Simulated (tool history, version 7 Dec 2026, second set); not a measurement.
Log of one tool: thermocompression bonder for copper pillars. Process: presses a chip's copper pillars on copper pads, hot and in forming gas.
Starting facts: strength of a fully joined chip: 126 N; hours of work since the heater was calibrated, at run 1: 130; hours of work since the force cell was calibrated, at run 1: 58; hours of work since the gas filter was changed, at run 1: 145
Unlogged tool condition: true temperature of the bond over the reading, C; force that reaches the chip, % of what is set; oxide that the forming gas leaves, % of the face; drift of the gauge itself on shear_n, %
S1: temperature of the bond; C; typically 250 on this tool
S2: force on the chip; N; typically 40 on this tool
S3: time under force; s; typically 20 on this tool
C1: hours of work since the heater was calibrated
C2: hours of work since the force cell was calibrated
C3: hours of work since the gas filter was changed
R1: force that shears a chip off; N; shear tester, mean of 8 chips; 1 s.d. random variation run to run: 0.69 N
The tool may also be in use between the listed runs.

Run 1, hour 0: usual settings; C1 130; C2 58; C3 145. Result: R1 42.5 N.
Run 2, hour 37.4: usual settings; C1 148; C2 76; C3 164. Result: R1 41 N.
At hour 51.2: forming gas filter changed.
Run 3, hour 88.1: usual settings; C1 172; C2 100; C3 18. Result: R1 45.4 N.
Run 4, hour 124: usual settings; C1 190; C2 118; C3 36. Result: R1 45.7 N.
Run 5, hour 180.7: usual settings; C1 218; C2 146; C3 63. Result: R1 44.5 N.
Run 6, hour 215.4: usual settings but S3 45 s; C1 234; C2 163; C3 80. Result: R1 58.8 N.
Run 7, hour 263.6: usual settings but S3 45 s; C1 258; C2 186; C3 104. Result: R1 56.2 N.
Run 8, hour 300.7: usual settings but S1 260 C; C1 276; C2 204; C3 122. Result: R1 49.5 N.
Run 9, hour 326: usual settings but S3 19 s; C1 289; C2 217; C3 134. Result: R1 41 N.
Run 10, hour 358.6: usual settings but S3 19 s; C1 304; C2 233; C3 150. Result: R1 39.1 N.
Run 11, hour 387.5: usual settings but S3 19 s; C1 319; C2 247; C3 164. Result: R1 38.8 N.
At hour 402.7: forming gas filter changed.
Run 12, hour 437.6: usual settings but S3 19 s; C1 343; C2 271; C3 17. Result: R1 43.2 N.
Run 13, hour 483.7: usual settings but S3 19 s; C1 365; C2 293; C3 40. Result: R1 42.7 N.
Run 14, hour 533.8: usual settings but S3 19 s; C1 390; C2 318; C3 64. Result: R1 41.7 N.
Run 15, hour 579.1: usual settings but S1 259 C, S3 19 s; C1 412; C2 340; C3 86. Result: R1 49.2 N.
Run 16, hour 634: usual settings but S1 259 C, S3 19 s; C1 439; C2 367; C3 113. Result: R1 46.4 N.
Run 17, hour 675.9: usual settings but S1 259 C, S3 19 s; C1 459; C2 387; C3 133. Result: R1 45.8 N.
Run 18, hour 710.4: usual settings but S1 279 C, S3 19 s; C1 476; C2 404; C3 150. Result: R1 60.7 N.
At hour 749.7: forming gas filter changed.
Run 19, hour 752.2: usual settings; C1 496; C2 424; C3 1. Result: R1 44.5 N.
Run 20, hour 788.1: usual settings; C1 514; C2 442; C3 19. Result: R1 42.4 N.
Run 21, hour 821.2: usual settings; C1 530; C2 458; C3 35. Result: R1 41 N.
Run 22, hour 870.8: usual settings; C1 554; C2 482; C3 59. Result: R1 41.4 N.
Run 23, hour 908.3: usual settings; C1 572; C2 501; C3 77. Result: R1 40.4 N.
At hour 914.2: heater calibrated with a thermocouple chip.
Run 24, hour 947.4: usual settings but S2 59 N; C1 16; C2 519; C3 96. Result: R1 56.3 N.
Run 25, hour 975.1: usual settings but S2 31 N; C1 30; C2 532; C3 109. Result: R1 29 N.
Run 26, hour 1005.6: usual settings but S2 31 N, S3 12 s; C1 45; C2 547; C3 124. Result: R1 21.7 N.
Run 27, hour 1051: usual settings but S2 35 N, S3 12 s; C1 67; C2 569; C3 146. Result: R1 26 N.
At hour 1074.3: heater calibrated with a thermocouple chip, once more.
Run 28, hour 1083.3: usual settings but S1 259 C; C1 4; C2 584; C3 161. Result: R1 46.6 N.
At hour 1103.9: forming gas filter changed.
Run 29, hour 1117.5: usual settings but S1 259 C; C1 21; C2 601; C3 7. Result: R1 52.9 N.
Run 30, hour 1170.3: usual settings but S3 53 s; C1 47; C2 626; C3 32. Result: R1 61.8 N.
Run 31, hour 1197.4: usual settings but S3 53 s; C1 60; C2 640; C3 46. Result: R1 62.8 N.
Run 32, hour 1252.5: usual settings but S1 258 C, S3 55 s; C1 87; C2 667; C3 73. Result: R1 66.5 N.
Run 33, hour 1296.5: usual settings but S1 237 C, S2 52 N, S3 11 s; C1 108; C2 688; C3 94. Result: R1 32.8 N.
Run 34, hour 1356.7: usual settings but S1 237 C, S2 52 N, S3 11 s; C1 138; C2 717; C3 124. Result: R1 32.1 N.
Run 35, hour 1405.2: usual settings but S1 269 C, S2 48 N; C1 161; C2 741; C3 147. Result: R1 63.6 N.
Run 36, hour 1449.6: usual settings but S1 224 C, S2 32 N, S3 29 s; C1 183; C2 763; C3 169. Result: R1 20 N.
At hour 1454.7: forming gas filter changed.
Run 37, hour 1490.7: usual settings but S2 33 N; C1 203; C2 783; C3 18. Result: R1 35.3 N.

Pick out some run-to-run changes in R1. Of each, how much would a tool without hidden state show as well, from the settings, what came in and chance, and how much is left for the hidden state and any gauge scatter not in both results compared?
Run 18 -> 19: S1 279 -> 250, S3 19 -> 20, forming gas filter changed. R1 -16.2 N: hidden state +8, all else -24.2.
Run 28 -> 29: forming gas filter changed. R1 +6.3 N: hidden state +5.9, all else +0.4.
Run 32 -> 33: S1 258 -> 237, S2 40 -> 52, S3 55 -> 11. R1 -33.7 N: hidden state +2.1, all else -35.8.
Run 34 -> 35: S1 237 -> 269, S2 52 -> 48, S3 11 -> 20. R1 +31.5 N: hidden state -5.7, all else +37.2.
Run 35 -> 36: S1 269 -> 224, S2 48 -> 32, S3 20 -> 29. R1 -43.6 N: hidden state +6.6, all else -50.2.
